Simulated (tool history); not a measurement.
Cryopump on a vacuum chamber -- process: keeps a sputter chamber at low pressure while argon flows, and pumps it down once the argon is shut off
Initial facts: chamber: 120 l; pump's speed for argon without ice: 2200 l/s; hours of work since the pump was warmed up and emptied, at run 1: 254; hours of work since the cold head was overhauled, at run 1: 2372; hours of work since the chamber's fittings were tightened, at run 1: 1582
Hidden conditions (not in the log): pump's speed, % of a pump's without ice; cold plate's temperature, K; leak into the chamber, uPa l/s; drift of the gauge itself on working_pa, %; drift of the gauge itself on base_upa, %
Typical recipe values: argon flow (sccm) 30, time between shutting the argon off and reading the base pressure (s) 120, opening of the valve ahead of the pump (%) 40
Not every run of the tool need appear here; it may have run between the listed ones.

run,day,argon flow (sccm),time between shutting the argon off and reading the base pressure (s),opening of the valve ahead of the pump (%),hours of work since the pump was warmed up and emptied,hours of work since the cold head was overhauled,hours of work since the chamber's fittings were tightened,pressure while argon flows (Pa),pressure after the wait (uPa)
1,0,30,120,40,254,2372,1582,0.0602,1.28
2,3.008,27,120,40,309,2427,1637,0.0538,1.33
3,5.583,30,120,40,356,2474,1684,0.061,1.36
4,7.571,30,120,40,392,2511,1720,0.0599,1.4
5,11.25,30,120,40,459,2578,1787,0.0612,1.41
6,13.062,30,120,40,492,2611,1820,0.0615,1.45
7,17.538,30,120,40,574,2692,1902,0.0613,1.44
8,19.942,48,120,40,618,2736,1946,0.1,1.49
9,22.483,48,120,40,664,2783,1992,0.0986,1.57
10,25.196,48,120,40,714,2832,2042,0.1006,1.54
11,28.45,48,120,40,773,2892,2101,0.1026,1.66
12,32.725,60,120,21,851,2970,2179,0.2296,1.68
13,35.929,60,120,36,910,3028,2238,0.141,1.76

Run 14 has not been measured yet. What should we expect?
14,37.892,60,120,36,946,3064,2273,?,?

{"run 14": {"pressure while argon flows (Pa)": 0.1422, "pressure after the wait (uPa)": 1.71}}
On a tool with no hidden condition, and with the same random variation, this run would have come out at pressure while argon flows (Pa) 0.1288, pressure after the wait (uPa) 0.63.
